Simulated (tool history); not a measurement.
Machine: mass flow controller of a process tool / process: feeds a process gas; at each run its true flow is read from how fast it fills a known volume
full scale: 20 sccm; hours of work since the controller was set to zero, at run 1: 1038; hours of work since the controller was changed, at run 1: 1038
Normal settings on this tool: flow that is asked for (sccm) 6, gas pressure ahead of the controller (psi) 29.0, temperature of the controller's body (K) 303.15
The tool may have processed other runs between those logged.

run,hour,flow that is asked for (sccm),gas pressure ahead of the controller (psi),temperature of the controller's body (K),hours of work since the controller was set to zero,hours of work since the controller was changed,true flow (%)
1,0.0,6,29.0,303.15,1038,1038,98.44
2,129.2,6,29.0,303.15,1079,1079,98.39
3,265.3,6,29.6,303.15,1122,1122,98.12
4,393.1,6,36.3,303.15,1162,1162,97.64
5,469.8,6,36.3,306.15,1186,1186,97.71
6,562.6,6,36.3,306.15,1215,1215,97.71
7,657.0,6,36.3,306.15,1245,1245,97.46
8,746.2,6,36.3,306.15,1273,1273,97.39
9,801.5,6,29.0,303.15,1290,1290,97.37
10,934.6,6,29.4,303.15,1332,1332,97.31
11,1035.3,6,29.4,303.15,1364,1364,97.14
12,1091.7,6,29.0,303.15,1381,1381,97.10
13,1166.6,6,29.0,303.15,1405,1405,96.89
14,1261.9,6,29.0,303.15,1435,1435,96.79
15,1317.3,6,29.0,303.15,1452,1452,96.77
# hour 1384.7: gauge calibrated
16,1386.4,6,29.0,300.15,1474,1474,98.20
17,1520.3,6,29.0,301.15,1516,1516,98.27
18,1617.6,6,29.0,303.15,1547,1547,98.05
19,1676.6,6,29.0,303.15,1565,1565,98.07
20,1753.0,6,29.0,303.15,1589,1589,98.09
21,1823.1,6,29.0,303.15,1611,1611,97.86
22,1913.9,6,29.0,300.15,1640,1640,97.53
23,2024.7,6,29.0,300.15,1675,1675,97.43
24,2124.8,6,29.0,300.15,1706,1706,97.15
25,2244.6,10,31.0,306.15,1744,1744,98.11
26,2305.6,2,32.5,295.15,1763,1763,95.82
27,2365.1,2,32.5,295.15,1781,1781,95.64
28,2435.4,7,29.2,304.15,1804,1804,97.25
29,2564.9,6,27.4,303.15,1844,1844,97.04
30,2654.5,6,27.4,303.15,1872,1872,96.85
31,2736.6,3,29.0,303.15,1898,1898,96.27
32,2794.1,3,20.6,303.15,1916,1916,96.74
33,2891.0,3,20.6,303.15,1947,1947,96.57
34,2998.2,9,36.1,309.15,1980,1980,97.07
35,3109.7,9,36.4,301.15,2015,2015,95.97
36,3174.4,9,23.1,312.15,2036,2036,97.77
37,3268.8,9,23.1,312.15,2065,2065,97.70
38,3378.0,4,20.9,312.15,2100,2100,96.94
39,3483.4,4,20.9,312.15,2133,2133,96.79
40,3546.2,6,29.9,312.15,2153,2153,96.40
41,3613.0,6,29.9,312.15,2174,2174,96.50
# hour 3639.5: gauge calibrated
42,3747.9,6,29.9,312.15,2216,2216,99.15
43,3846.5,6,29.9,312.15,2247,2247,99.03
44,3978.5,11,38.6,304.15,2288,2288,98.31
45,4040.3,11,22.2,300.15,2308,2308,98.73
46,4165.7,7,28.0,302.15,2347,2347,98.01
47,4247.3,3,35.8,303.15,2373,2373,96.79
48,4357.6,3,29.0,305.15,2408,2408,97.24

Forecast each of these 3 alternatives for the next run:
A,4439.8,6,29.9,303.15,2433,2433,?
B,4439.8,9,29.0,303.15,2433,2433,?
C,4439.8,2,29.0,305.15,2433,2433,?

run,true flow (%)
A,97.40
B,97.80
C,97.05
Had the tool no hidden state, the same runs would have come out as:
run,true flow (%)
A,98.46
B,98.86
C,98.12
